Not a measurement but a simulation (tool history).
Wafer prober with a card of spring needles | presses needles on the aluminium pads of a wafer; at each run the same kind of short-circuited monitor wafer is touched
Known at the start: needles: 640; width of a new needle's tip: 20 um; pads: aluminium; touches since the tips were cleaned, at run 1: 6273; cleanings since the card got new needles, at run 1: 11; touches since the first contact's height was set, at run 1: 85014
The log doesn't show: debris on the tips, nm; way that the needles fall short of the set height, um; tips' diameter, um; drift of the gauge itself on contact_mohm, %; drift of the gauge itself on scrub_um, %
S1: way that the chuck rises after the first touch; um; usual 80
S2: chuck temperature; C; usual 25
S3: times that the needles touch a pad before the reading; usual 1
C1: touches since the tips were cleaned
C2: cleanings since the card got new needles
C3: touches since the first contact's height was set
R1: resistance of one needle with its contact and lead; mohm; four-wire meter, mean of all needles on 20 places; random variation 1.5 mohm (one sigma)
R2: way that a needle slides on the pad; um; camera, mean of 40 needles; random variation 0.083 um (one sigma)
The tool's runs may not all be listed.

{"run": 1, "hour": 0.0, "S1": 80, "S2": 25, "S3": 1, "C1": 6273, "C2": 11, "C3": 85014, "R1": 230, "R2": 14.61}
{"hour": 2.7, "done": "tips cleaned on abrasive film"}
{"run": 2, "hour": 11.1, "S1": 80, "S2": 25, "S3": 1, "C1": 2320, "C2": 12, "C3": 88046, "R1": 257, "R2": 14.45}
{"run": 3, "hour": 25.7, "S1": 80, "S2": 40, "S3": 1, "C1": 6360, "C2": 12, "C3": 92086, "R1": 246, "R2": 14.51}
{"hour": 28.4, "done": "tips cleaned on abrasive film"}
{"run": 4, "hour": 41.2, "S1": 80, "S2": 40, "S3": 1, "C1": 3553, "C2": 13, "C3": 96359, "R1": 221, "R2": 14.36}
{"hour": 52.8, "done": "tips cleaned on abrasive film"}
{"run": 5, "hour": 56.9, "S1": 80, "S2": 40, "S3": 1, "C1": 1121, "C2": 14, "C3": 100660, "R1": 188, "R2": 14.31}
{"run": 6, "hour": 71.8, "S1": 80, "S2": 25, "S3": 1, "C1": 5262, "C2": 14, "C3": 104801, "R1": 236, "R2": 14.27}
{"hour": 78.2, "done": "tips cleaned on abrasive film"}
{"hour": 92.5, "done": "tips cleaned on abrasive film, once more"}
{"run": 7, "hour": 93.4, "S1": 80, "S2": 25, "S3": 1, "C1": 256, "C2": 16, "C3": 110725, "R1": 161, "R2": 14.23}
{"run": 8, "hour": 113.8, "S1": 80, "S2": 25, "S3": 1, "C1": 5901, "C2": 16, "C3": 116370, "R1": 238, "R2": 14.35}
{"hour": 117.6, "done": "tips cleaned on abrasive film"}
{"run": 9, "hour": 134.7, "S1": 80, "S2": 25, "S3": 2, "C1": 4741, "C2": 17, "C3": 122116, "R1": 195, "R2": 14.26}
{"hour": 142.5, "done": "tips cleaned on abrasive film"}
{"run": 10, "hour": 152.7, "S1": 80, "S2": 25, "S3": 1, "C1": 2806, "C2": 18, "C3": 127053, "R1": 210, "R2": 14.38}
{"hour": 168.0, "done": "tips cleaned on abrasive film"}
{"run": 11, "hour": 172.6, "S1": 80, "S2": 25, "S3": 3, "C1": 1285, "C2": 19, "C3": 132553, "R1": 159, "R2": 14.13}
{"hour": 192.8, "done": "tips cleaned on abrasive film"}
{"run": 12, "hour": 192.8, "S1": 80, "S2": 25, "S3": 3, "C1": 0, "C2": 20, "C3": 138092, "R1": 144, "R2": 14.34}
{"run": 13, "hour": 209.2, "S1": 69, "S2": 72, "S3": 1, "C1": 4534, "C2": 20, "C3": 142626, "R1": 264, "R2": 12.22}
{"hour": 218.3, "done": "tips cleaned on abrasive film"}
{"run": 14, "hour": 230.8, "S1": 80, "S2": 36, "S3": 2, "C1": 3465, "C2": 21, "C3": 148588, "R1": 195, "R2": 14.15}
{"hour": 243.6, "done": "tips cleaned on abrasive film"}
{"run": 15, "hour": 245.0, "S1": 80, "S2": 76, "S3": 1, "C1": 387, "C2": 22, "C3": 152478, "R1": 172, "R2": 14.26}
{"run": 16, "hour": 258.0, "S1": 87, "S2": 32, "S3": 3, "C1": 3988, "C2": 22, "C3": 156079, "R1": 166, "R2": 15.58}
{"run": 17, "hour": 267.4, "S1": 62, "S2": 83, "S3": 2, "C1": 6581, "C2": 22, "C3": 158672, "R1": 247, "R2": 11.07}
{"hour": 269.1, "done": "tips cleaned on abrasive film"}
{"run": 18, "hour": 287.1, "S1": 81, "S2": 83, "S3": 2, "C1": 4965, "C2": 23, "C3": 164091, "R1": 201, "R2": 14.32}
{"hour": 294.2, "done": "tips cleaned on abrasive film"}
{"run": 19, "hour": 307.1, "S1": 81, "S2": 83, "S3": 2, "C1": 3564, "C2": 24, "C3": 169612, "R1": 197, "R2": 14.3}
{"run": 20, "hour": 317.6, "S1": 64, "S2": 83, "S3": 2, "C1": 6472, "C2": 24, "C3": 172520, "R1": 239, "R2": 11.32}
{"hour": 319.2, "done": "tips cleaned on abrasive film"}
{"run": 21, "hour": 337.5, "S1": 67, "S2": 48, "S3": 2, "C1": 5072, "C2": 25, "C3": 177995, "R1": 231, "R2": 11.74}
{"hour": 344.0, "done": "tips cleaned on abrasive film"}
{"run": 22, "hour": 359.3, "S1": 79, "S2": 114, "S3": 3, "C1": 4222, "C2": 26, "C3": 183988, "R1": 185, "R2": 14.07}
{"hour": 369.1, "done": "tips cleaned on abrasive film"}
{"run": 23, "hour": 380.6, "S1": 79, "S2": 114, "S3": 3, "C1": 3176, "C2": 27, "C3": 189863, "R1": 184, "R2": 14.01}
{"hour": 394.8, "done": "tips cleaned on abrasive film"}
{"run": 24, "hour": 400.4, "S1": 79, "S2": 114, "S3": 3, "C1": 1559, "C2": 28, "C3": 195307, "R1": 175, "R2": 13.93}

Hidden state or all else? Some run-to-run changes of R1, split into what the settings, what came in and random variation would give without the hidden state, and what is left for the hidden state (with any gauge scatter that isn't in both results):
Run 7 -> 8: no setting changed, nothing entered. R1 +77 mohm: hidden state +79, all else -2.
Run 12 -> 13: S1 80 -> 69, S2 25 -> 72, S3 3 -> 1. R1 +120 mohm: hidden state +108, all else +12.
Run 16 -> 17: S1 87 -> 62, S2 32 -> 83, S3 3 -> 2. R1 +81 mohm: hidden state +64, all else +17.
